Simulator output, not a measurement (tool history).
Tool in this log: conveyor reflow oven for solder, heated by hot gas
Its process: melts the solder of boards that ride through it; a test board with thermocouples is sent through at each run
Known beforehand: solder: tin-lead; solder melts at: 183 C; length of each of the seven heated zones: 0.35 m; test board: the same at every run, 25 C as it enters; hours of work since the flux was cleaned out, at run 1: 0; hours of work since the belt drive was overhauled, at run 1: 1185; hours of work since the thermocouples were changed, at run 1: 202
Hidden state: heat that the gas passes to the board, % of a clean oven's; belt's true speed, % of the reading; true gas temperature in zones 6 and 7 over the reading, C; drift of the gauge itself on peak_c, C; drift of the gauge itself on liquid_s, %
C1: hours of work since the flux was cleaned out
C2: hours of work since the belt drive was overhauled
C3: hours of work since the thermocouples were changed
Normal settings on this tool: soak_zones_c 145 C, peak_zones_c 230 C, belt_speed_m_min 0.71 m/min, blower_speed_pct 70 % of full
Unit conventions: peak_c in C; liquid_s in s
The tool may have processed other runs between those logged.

{"run": 1, "hour": 0.0, "soak_zones_c": 145, "peak_zones_c": 230, "belt_speed_m_min": 0.71, "blower_speed_pct": 70, "C1": 0, "C2": 1185, "C3": 202, "peak_c": 214.7, "liquid_s": 44.7}
{"run": 2, "hour": 64.5, "soak_zones_c": 145, "peak_zones_c": 230, "belt_speed_m_min": 0.71, "blower_speed_pct": 70, "C1": 26, "C2": 1211, "C3": 228, "peak_c": 213.4, "liquid_s": 44}
{"run": 3, "hour": 153.0, "soak_zones_c": 145, "peak_zones_c": 230, "belt_speed_m_min": 0.71, "blower_speed_pct": 70, "C1": 61, "C2": 1247, "C3": 264, "peak_c": 213.8, "liquid_s": 44}
{"run": 4, "hour": 219.7, "soak_zones_c": 145, "peak_zones_c": 230, "belt_speed_m_min": 0.71, "blower_speed_pct": 70, "C1": 88, "C2": 1273, "C3": 291, "peak_c": 214, "liquid_s": 44.5}
{"run": 5, "hour": 307.1, "soak_zones_c": 145, "peak_zones_c": 229, "belt_speed_m_min": 0.71, "blower_speed_pct": 70, "C1": 123, "C2": 1308, "C3": 326, "peak_c": 213.3, "liquid_s": 43.6}
{"run": 6, "hour": 377.4, "soak_zones_c": 145, "peak_zones_c": 229, "belt_speed_m_min": 0.71, "blower_speed_pct": 70, "C1": 152, "C2": 1337, "C3": 354, "peak_c": 212.7, "liquid_s": 44.3}
{"run": 7, "hour": 435.6, "soak_zones_c": 145, "peak_zones_c": 229, "belt_speed_m_min": 0.71, "blower_speed_pct": 70, "C1": 175, "C2": 1360, "C3": 377, "peak_c": 213.5, "liquid_s": 43.2}
{"run": 8, "hour": 509.0, "soak_zones_c": 145, "peak_zones_c": 229, "belt_speed_m_min": 0.71, "blower_speed_pct": 70, "C1": 204, "C2": 1390, "C3": 407, "peak_c": 212.9, "liquid_s": 43.4}
{"run": 9, "hour": 552.2, "soak_zones_c": 157, "peak_zones_c": 230, "belt_speed_m_min": 0.71, "blower_speed_pct": 70, "C1": 222, "C2": 1407, "C3": 424, "peak_c": 216.3, "liquid_s": 49.8}
{"run": 10, "hour": 593.6, "soak_zones_c": 145, "peak_zones_c": 230, "belt_speed_m_min": 0.71, "blower_speed_pct": 70, "C1": 238, "C2": 1423, "C3": 441, "peak_c": 214.2, "liquid_s": 44}
{"hour": 620.4, "done": "belt drive overhauled, speed set with a stopwatch"}
{"hour": 639.7, "done": "flux residue cleaned out of gas plates and filters"}
{"run": 11, "hour": 655.8, "soak_zones_c": 145, "peak_zones_c": 230, "belt_speed_m_min": 0.71, "blower_speed_pct": 70, "C1": 6, "C2": 12, "C3": 462, "peak_c": 213.1, "liquid_s": 44}
{"run": 12, "hour": 740.7, "soak_zones_c": 145, "peak_zones_c": 230, "belt_speed_m_min": 0.71, "blower_speed_pct": 70, "C1": 41, "C2": 46, "C3": 496, "peak_c": 213.2, "liquid_s": 44.1}
{"run": 13, "hour": 829.8, "soak_zones_c": 145, "peak_zones_c": 230, "belt_speed_m_min": 0.71, "blower_speed_pct": 70, "C1": 76, "C2": 82, "C3": 532, "peak_c": 214.2, "liquid_s": 44.1}
{"run": 14, "hour": 877.6, "soak_zones_c": 146, "peak_zones_c": 237, "belt_speed_m_min": 0.819, "blower_speed_pct": 54, "C1": 96, "C2": 101, "C3": 551, "peak_c": 209.2, "liquid_s": 33.8}

Estimate the outcome of run 15 from the log above:
{"hour": 930.8, "done": "thermocouples of zones 6 and 7 changed"}
{"run": 15, "hour": 954.4, "soak_zones_c": 146, "peak_zones_c": 237, "belt_speed_m_min": 0.722, "blower_speed_pct": 54, "C1": 126, "C2": 131, "C3": 9, "peak_c": "?", "liquid_s": "?"}

{"run 15": {"peak_c": 213.7, "liquid_s": 42.3}}
Were there no unlogged condition in the tool, this run, its random variation unchanged, would have produced peak_c 213.8 C, liquid_s 42.4 s.

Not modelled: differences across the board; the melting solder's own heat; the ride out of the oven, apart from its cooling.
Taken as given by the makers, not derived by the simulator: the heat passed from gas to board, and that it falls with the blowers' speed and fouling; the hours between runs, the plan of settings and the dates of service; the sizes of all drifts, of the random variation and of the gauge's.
